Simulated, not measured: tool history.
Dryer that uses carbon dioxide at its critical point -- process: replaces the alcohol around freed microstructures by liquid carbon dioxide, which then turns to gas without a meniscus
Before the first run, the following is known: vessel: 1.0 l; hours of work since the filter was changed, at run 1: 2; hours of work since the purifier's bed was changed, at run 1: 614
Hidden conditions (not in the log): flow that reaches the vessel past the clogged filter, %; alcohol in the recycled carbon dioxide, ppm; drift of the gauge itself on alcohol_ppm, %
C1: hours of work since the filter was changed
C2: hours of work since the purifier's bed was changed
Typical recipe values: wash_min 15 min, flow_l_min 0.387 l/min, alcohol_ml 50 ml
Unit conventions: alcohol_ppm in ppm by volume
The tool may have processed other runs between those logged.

{"run": 1, "hour": 0.0, "wash_min": 15, "flow_l_min": 0.387, "alcohol_ml": 50, "C1": 2, "C2": 614, "alcohol_ppm": 886}
{"run": 2, "hour": 43.2, "wash_min": 15, "flow_l_min": 0.387, "alcohol_ml": 50, "C1": 17, "C2": 629, "alcohol_ppm": 856}
{"run": 3, "hour": 77.1, "wash_min": 15, "flow_l_min": 0.253, "alcohol_ml": 50, "C1": 29, "C2": 641, "alcohol_ppm": 3523}
{"run": 4, "hour": 95.3, "wash_min": 15, "flow_l_min": 0.253, "alcohol_ml": 50, "C1": 36, "C2": 647, "alcohol_ppm": 3689}
{"run": 5, "hour": 114.3, "wash_min": 15, "flow_l_min": 0.253, "alcohol_ml": 50, "C1": 42, "C2": 653, "alcohol_ppm": 3593}
{"run": 6, "hour": 141.2, "wash_min": 15, "flow_l_min": 0.253, "alcohol_ml": 50, "C1": 52, "C2": 663, "alcohol_ppm": 3736}
{"run": 7, "hour": 166.9, "wash_min": 14, "flow_l_min": 0.253, "alcohol_ml": 50, "C1": 60, "C2": 672, "alcohol_ppm": 4455}
{"run": 8, "hour": 193.6, "wash_min": 14, "flow_l_min": 0.253, "alcohol_ml": 50, "C1": 70, "C2": 681, "alcohol_ppm": 4320}
{"run": 9, "hour": 226.2, "wash_min": 15, "flow_l_min": 0.387, "alcohol_ml": 50, "C1": 81, "C2": 692, "alcohol_ppm": 968}
{"run": 10, "hour": 263.0, "wash_min": 15, "flow_l_min": 0.387, "alcohol_ml": 50, "C1": 94, "C2": 705, "alcohol_ppm": 975}
{"run": 11, "hour": 289.5, "wash_min": 15, "flow_l_min": 0.387, "alcohol_ml": 36, "C1": 103, "C2": 714, "alcohol_ppm": 766}
{"run": 12, "hour": 321.7, "wash_min": 15, "flow_l_min": 0.387, "alcohol_ml": 50, "C1": 114, "C2": 726, "alcohol_ppm": 990}
{"run": 13, "hour": 351.2, "wash_min": 15, "flow_l_min": 0.299, "alcohol_ml": 50, "C1": 124, "C2": 736, "alcohol_ppm": 2364}
{"run": 14, "hour": 379.0, "wash_min": 15, "flow_l_min": 0.235, "alcohol_ml": 50, "C1": 134, "C2": 745, "alcohol_ppm": 4933}
{"run": 15, "hour": 403.1, "wash_min": 15, "flow_l_min": 0.235, "alcohol_ml": 50, "C1": 143, "C2": 754, "alcohol_ppm": 4859}
{"run": 16, "hour": 429.0, "wash_min": 15, "flow_l_min": 0.387, "alcohol_ml": 50, "C1": 152, "C2": 763, "alcohol_ppm": 1075}
{"run": 17, "hour": 461.7, "wash_min": 10, "flow_l_min": 0.387, "alcohol_ml": 50, "C1": 163, "C2": 774, "alcohol_ppm": 3565}
{"run": 18, "hour": 487.5, "wash_min": 12, "flow_l_min": 0.387, "alcohol_ml": 50, "C1": 172, "C2": 783, "alcohol_ppm": 2147}
{"run": 19, "hour": 520.9, "wash_min": 12, "flow_l_min": 0.387, "alcohol_ml": 50, "C1": 183, "C2": 795, "alcohol_ppm": 2255}
{"run": 20, "hour": 544.4, "wash_min": 12, "flow_l_min": 0.403, "alcohol_ml": 20, "C1": 192, "C2": 803, "alcohol_ppm": 884}
{"run": 21, "hour": 584.5, "wash_min": 13, "flow_l_min": 0.313, "alcohol_ml": 44, "C1": 206, "C2": 817, "alcohol_ppm": 3054}
{"run": 22, "hour": 629.5, "wash_min": 13, "flow_l_min": 0.266, "alcohol_ml": 50, "C1": 221, "C2": 832, "alcohol_ppm": 5230}
{"run": 23, "hour": 652.5, "wash_min": 13, "flow_l_min": 0.266, "alcohol_ml": 50, "C1": 229, "C2": 841, "alcohol_ppm": 5267}
{"run": 24, "hour": 672.6, "wash_min": 13, "flow_l_min": 0.266, "alcohol_ml": 50, "C1": 236, "C2": 847, "alcohol_ppm": 5366}
{"run": 25, "hour": 696.0, "wash_min": 13, "flow_l_min": 0.658, "alcohol_ml": 29, "C1": 244, "C2": 856, "alcohol_ppm": 269}
{"run": 26, "hour": 731.3, "wash_min": 15, "flow_l_min": 0.249, "alcohol_ml": 43, "C1": 257, "C2": 868, "alcohol_ppm": 3967}
{"run": 27, "hour": 773.4, "wash_min": 11, "flow_l_min": 0.465, "alcohol_ml": 36, "C1": 271, "C2": 883, "alcohol_ppm": 1343}
{"run": 28, "hour": 798.1, "wash_min": 11, "flow_l_min": 0.465, "alcohol_ml": 36, "C1": 280, "C2": 891, "alcohol_ppm": 1330}
{"run": 29, "hour": 829.8, "wash_min": 18, "flow_l_min": 0.234, "alcohol_ml": 46, "C1": 291, "C2": 902, "alcohol_ppm": 3299}
{"run": 30, "hour": 871.2, "wash_min": 18, "flow_l_min": 0.251, "alcohol_ml": 46, "C1": 305, "C2": 917, "alcohol_ppm": 2866}
{"run": 31, "hour": 889.9, "wash_min": 18, "flow_l_min": 0.251, "alcohol_ml": 46, "C1": 312, "C2": 923, "alcohol_ppm": 2773}
{"run": 32, "hour": 918.1, "wash_min": 23, "flow_l_min": 0.387, "alcohol_ml": 87, "C1": 322, "C2": 933, "alcohol_ppm": 467}
{"hour": 934.0, "done": "inlet filter changed"}
{"run": 33, "hour": 942.0, "wash_min": 21, "flow_l_min": 0.387, "alcohol_ml": 88, "C1": 3, "C2": 941, "alcohol_ppm": 427}
{"run": 34, "hour": 986.1, "wash_min": 10, "flow_l_min": 0.373, "alcohol_ml": 35, "C1": 18, "C2": 956, "alcohol_ppm": 2582}
{"run": 35, "hour": 1014.1, "wash_min": 17, "flow_l_min": 0.387, "alcohol_ml": 55, "C1": 28, "C2": 966, "alcohol_ppm": 701}
{"run": 36, "hour": 1038.8, "wash_min": 16, "flow_l_min": 0.258, "alcohol_ml": 66, "C1": 36, "C2": 974, "alcohol_ppm": 3980}
{"run": 37, "hour": 1075.5, "wash_min": 16, "flow_l_min": 0.258, "alcohol_ml": 66, "C1": 49, "C2": 987, "alcohol_ppm": 4018}

Here are 5 independent what-if runs from the current tool condition. What would each one return?
{"run": "A", "hour": 1096.8, "wash_min": 14, "flow_l_min": 0.258, "alcohol_ml": 78, "C1": 57, "C2": 995, "alcohol_ppm": "?"}
{"run": "B", "hour": 1096.8, "wash_min": 15, "flow_l_min": 0.387, "alcohol_ml": 85, "C1": 57, "C2": 995, "alcohol_ppm": "?"}
{"run": "C", "hour": 1096.8, "wash_min": 12, "flow_l_min": 0.258, "alcohol_ml": 20, "C1": 57, "C2": 995, "alcohol_ppm": "?"}
{"run": "D", "hour": 1096.8, "wash_min": 16, "flow_l_min": 0.437, "alcohol_ml": 97, "C1": 57, "C2": 995, "alcohol_ppm": "?"}
{"run": "E", "hour": 1096.8, "wash_min": 19, "flow_l_min": 0.246, "alcohol_ml": 69, "C1": 57, "C2": 995, "alcohol_ppm": "?"}

run=A alcohol_ppm=6606
run=B alcohol_ppm=1560
run=C alcohol_ppm=2557
run=D alcohol_ppm=861
run=E alcohol_ppm=2996
What these runs would have given with no unlogged condition in the tool:
run=A alcohol_ppm=5986
run=B alcohol_ppm=1210
run=C alcohol_ppm=2214
run=D alcohol_ppm=570
run=E alcohol_ppm=2552
